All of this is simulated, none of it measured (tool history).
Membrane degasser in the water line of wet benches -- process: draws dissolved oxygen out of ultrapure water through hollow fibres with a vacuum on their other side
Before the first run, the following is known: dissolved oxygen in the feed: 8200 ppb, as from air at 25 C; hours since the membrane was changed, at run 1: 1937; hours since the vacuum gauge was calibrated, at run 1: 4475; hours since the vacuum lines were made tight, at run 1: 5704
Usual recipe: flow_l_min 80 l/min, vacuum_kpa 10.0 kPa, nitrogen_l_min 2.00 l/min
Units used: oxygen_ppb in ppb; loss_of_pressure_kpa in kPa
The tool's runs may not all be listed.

run    hour  flow_l_min  vacuum_kpa  nitrogen_l_min  hours since the membrane was changed  hours since the vacuum gauge was calibrated  hours since the vacuum lines were made tight  oxygen_ppb  loss_of_pressure_kpa
  1     0.0          80        10.0            2.00                                  1937                                         4475                                          5704       528.9                 68.78
  2   210.1          80        10.0            2.00                                  2147                                         4685                                          5914       527.6                 68.44
  3   412.1          82        10.0            2.00                                  2349                                         4887                                          6116       536.1                 70.84
  4   642.8          82        10.0            2.00                                  2579                                         5118                                          6347       535.4                 70.47
  5   790.4          80        10.0            2.00                                  2727                                         5265                                          6495       526.3                 69.13
  6   929.3          80        10.0            2.00                                  2866                                         5404                                          6634       522.8                 68.30
  7  1115.3          80        10.0            2.00                                  3052                                         5590                                          6820       523.7                 68.39
  8  1242.2          80        10.0            2.66                                  3179                                         5717                                          6947       419.5                 68.26
  9  1452.2          80        10.0            2.66                                  3389                                         5927                                          7157       419.9                 68.91
 10  1605.6          80        10.0            2.66                                  3542                                         6081                                          7310       420.5                 68.51
 11  1765.2          80        10.0            0.92                                  3702                                         6240                                          7470       891.3                 69.01
 12  1859.6          80        10.0            2.00                                  3796                                         6335                                          7564       524.8                 69.08
 13  2069.8          80         6.6            2.00                                  4006                                         6545                                          7774       273.5                 69.27
 14  2223.2          80         6.6            2.00                                  4160                                         6698                                          7928       273.0                 69.01
 15  2332.4          80        12.6            2.00                                  4269                                         6807                                          8037       700.9                 68.97
 16  2524.1          80        10.0            2.00                                  4461                                         6999                                          8228       520.0                 69.04
 17  2651.7          61        10.0            3.40                                  4588                                         7127                                          8356       268.9                 52.19
 18  2801.9          60        10.0            3.23                                  4739                                         7277                                          8506       274.8                 51.64
 19  2951.3          60        10.0            3.23                                  4888                                         7426                                          8656       275.5                 51.56
     2979.0  -- vacuum gauge calibrated
 20  3117.9          52         9.3            5.92                                  5054                                          139                                          8822       126.4                 44.56
 21  3308.8          80        10.0            1.64                                  5245                                          330                                          9013       595.2                 68.63
 22  3479.4          80        10.0            1.64                                  5416                                          500                                          9183       600.4                 68.67
 23  3616.2          80        10.0            1.64                                  5552                                          637                                          9320       597.5                 69.00
 24  3737.6          80        10.0            1.64                                  5674                                          759                                          9441       601.2                 68.35
 25  3859.6          80        10.0            1.64                                  5796                                          881                                          9563       599.4                 68.57
     4066.8  -- gauge calibrated
 26  4066.8          87        15.0            2.00                                  6003                                         1088                                          9771       933.3                 74.79
 27  4257.0          93         9.8            1.31                                  6193                                         1278                                          9961       770.1                 79.83
 28  4371.1          55        21.0            2.09                                  6307                                         1392                                         10075       911.3                 47.01
 29  4495.2          66        10.0            4.47                                  6431                                         1516                                         10199       230.0                 56.67
 30  4658.8          83         8.8            3.08                                  6595                                         1680                                         10363       323.1                 71.33
     4749.0  -- seals of the vacuum lines changed
 31  4792.3          84        13.2            3.64                                  6726                                         1811                                            43       491.2                 72.20
 32  5005.8          95        10.8            2.65                                  6940                                         2025                                           257       539.4                 80.94

Hidden state or all else? Some run-to-run changes of oxygen_ppb, split into what the settings, what came in and random variation would give without the hidden state, and what is left for the hidden state (with any gauge scatter that isn't in both results):
Unlogged tool condition in this case: membrane still open, %; true pressure behind the membrane over the reading, kPa; air that leaks in behind the membrane, l/min; drift of the gauge itself on oxygen_ppb, %; drift of the gauge itself on loss_of_pressure_kpa, %.
Run 10 -> 11: nitrogen_l_min 2.66 -> 0.92. oxygen_ppb +470.8 ppb: hidden state -3.8, all else +474.6.
Run 14 -> 15: vacuum_kpa 6.6 -> 12.6. oxygen_ppb +427.9 ppb: hidden state -4.6, all else +432.5.
Run 20 -> 21: flow_l_min 52 -> 80, vacuum_kpa 9.3 -> 10.0, nitrogen_l_min 5.92 -> 1.64. oxygen_ppb +468.8 ppb: hidden state -7.2, all else +476.0.
Run 25 -> 26: flow_l_min 80 -> 87, vacuum_kpa 10.0 -> 15.0, nitrogen_l_min 1.64 -> 2.00, gauge calibrated. oxygen_ppb +333.9 ppb: hidden state +10.6, all else +323.3.
Run 28 -> 29: flow_l_min 55 -> 66, vacuum_kpa 21.0 -> 10.0, nitrogen_l_min 2.09 -> 4.47. oxygen_ppb -681.3 ppb: hidden state +0.8, all else -682.1.
